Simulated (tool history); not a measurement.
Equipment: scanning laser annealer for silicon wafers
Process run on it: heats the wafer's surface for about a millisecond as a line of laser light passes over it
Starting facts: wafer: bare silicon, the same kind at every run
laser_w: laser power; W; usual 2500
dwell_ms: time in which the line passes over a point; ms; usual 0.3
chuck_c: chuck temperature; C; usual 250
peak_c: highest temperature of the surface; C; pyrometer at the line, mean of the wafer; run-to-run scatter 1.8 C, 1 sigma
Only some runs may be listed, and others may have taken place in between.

run 1 hour=0 | laser_w=2500 dwell_ms=0.3 chuck_c=250 | peak_c=1024
run 2 hour=18.4 | laser_w=2500 dwell_ms=0.3 chuck_c=250 | peak_c=1022
run 3 hour=30 | laser_w=2500 dwell_ms=0.3 chuck_c=250 | peak_c=1018
run 4 hour=54.2 | laser_w=2500 dwell_ms=0.3 chuck_c=250 | peak_c=1019
run 5 hour=70.4 | laser_w=2500 dwell_ms=0.3 chuck_c=250 | peak_c=1018
run 6 hour=80.7 | laser_w=2253 dwell_ms=0.3 chuck_c=250 | peak_c=934
run 7 hour=104.8 | laser_w=2253 dwell_ms=0.3 chuck_c=250 | peak_c=936
run 8 hour=122.3 | laser_w=2743 dwell_ms=0.3 chuck_c=250 | peak_c=1103
run 9 hour=144.4 | laser_w=2500 dwell_ms=0.3 chuck_c=227 | peak_c=994
run 10 hour=168.2 | laser_w=2500 dwell_ms=0.3 chuck_c=227 | peak_c=996
run 11 hour=182.1 | laser_w=2500 dwell_ms=0.3 chuck_c=227 | peak_c=992
run 12 hour=197 | laser_w=2263 dwell_ms=0.3 chuck_c=282 | peak_c=966
run 13 hour=217.5 | laser_w=2263 dwell_ms=0.3 chuck_c=282 | peak_c=966
run 14 hour=232.2 | laser_w=2572 dwell_ms=0.32 chuck_c=264 | peak_c=1077
run 15 hour=251.8 | laser_w=2239 dwell_ms=0.379 chuck_c=238 | peak_c=994

Branching from run 15: 5 alternative next runs. What would each branch give?
run A hour=273.3 | laser_w=2665 dwell_ms=0.216 chuck_c=237 | peak_c=?
run B hour=273.3 | laser_w=2136 dwell_ms=0.225 chuck_c=238 | peak_c=?
run C hour=273.3 | laser_w=2141 dwell_ms=0.354 chuck_c=250 | peak_c=?
run D hour=273.3 | laser_w=2377 dwell_ms=0.352 chuck_c=270 | peak_c=?
run E hour=273.3 | laser_w=2239 dwell_ms=0.379 chuck_c=264 | peak_c=?

run=A peak_c=934
run=B peak_c=794
run=C peak_c=945
run=D peak_c=1053
run=E peak_c=1022
Without the tool's unlogged condition, the same runs would have read:
run=A peak_c=957
run=B peak_c=813
run=C peak_c=968
run=D peak_c=1079
run=E peak_c=1047
